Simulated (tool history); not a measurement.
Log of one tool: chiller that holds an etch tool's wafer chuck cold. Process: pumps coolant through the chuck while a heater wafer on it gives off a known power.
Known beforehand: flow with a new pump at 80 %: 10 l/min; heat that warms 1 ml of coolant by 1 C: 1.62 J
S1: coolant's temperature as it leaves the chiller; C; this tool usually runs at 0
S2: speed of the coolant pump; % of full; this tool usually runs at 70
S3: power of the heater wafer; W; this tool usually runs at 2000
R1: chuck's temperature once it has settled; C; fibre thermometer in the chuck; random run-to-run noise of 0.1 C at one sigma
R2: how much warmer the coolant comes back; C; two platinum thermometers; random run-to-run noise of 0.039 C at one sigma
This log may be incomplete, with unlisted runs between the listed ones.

run    hour  S1  S2    S3    R1     R2
  1       0   0  70  2000    26   8.47
  2    63.9   0  70  2000    26    8.5
  3   152.5   0  70  2000  26.1   8.46
  4   261.3   0  70  2000    26   8.39
  5   314.1   0  70  2489  32.3  10.47
  6   378.7   0  70  2489  32.4  10.57
  7   478.6   0  92  2000  22.1   6.46
  8   557.9   0  90  2000  22.1   6.62
  9   642.2   9  70  2000  34.9   8.49
 10   739.2   8  70  2000    34   8.53
 11   821.6   9  70  2000  34.9   8.56
 12   887.8   9  70  2000  34.8   8.55
 13   940.2   0  70  2000    26   8.57
 14  1057.5   0  70  2000    26   8.59
 15  1110.5   0  68  2000  26.7    8.8
 16  1183.4   0  68  2000  26.5   8.83
 17  1283.7   0  80  1120  13.5   4.27
 18  1386.4   8  87  1692  27.2   5.89
 19  1479.3   5  68  1692  27.4   7.51
 20  1529.1   5  68  1692  27.5   7.52
     1568.3  -- coolant changed, channels flushed
     1569.3  -- chiller's thermometer calibrated
 21  1596.4   0  70  1631  21.2   7.07
 22  1712.6   0  70  1631  21.1   7.03

For run 23, what comes out?
 23  1777.8   0  62  1076   ?   ?

{"run 23": {"R1": 15, "R2": 5.32}}
The same run, on a tool lacking any hidden state, would have yielded R1 15 C, R2 5.16 C.
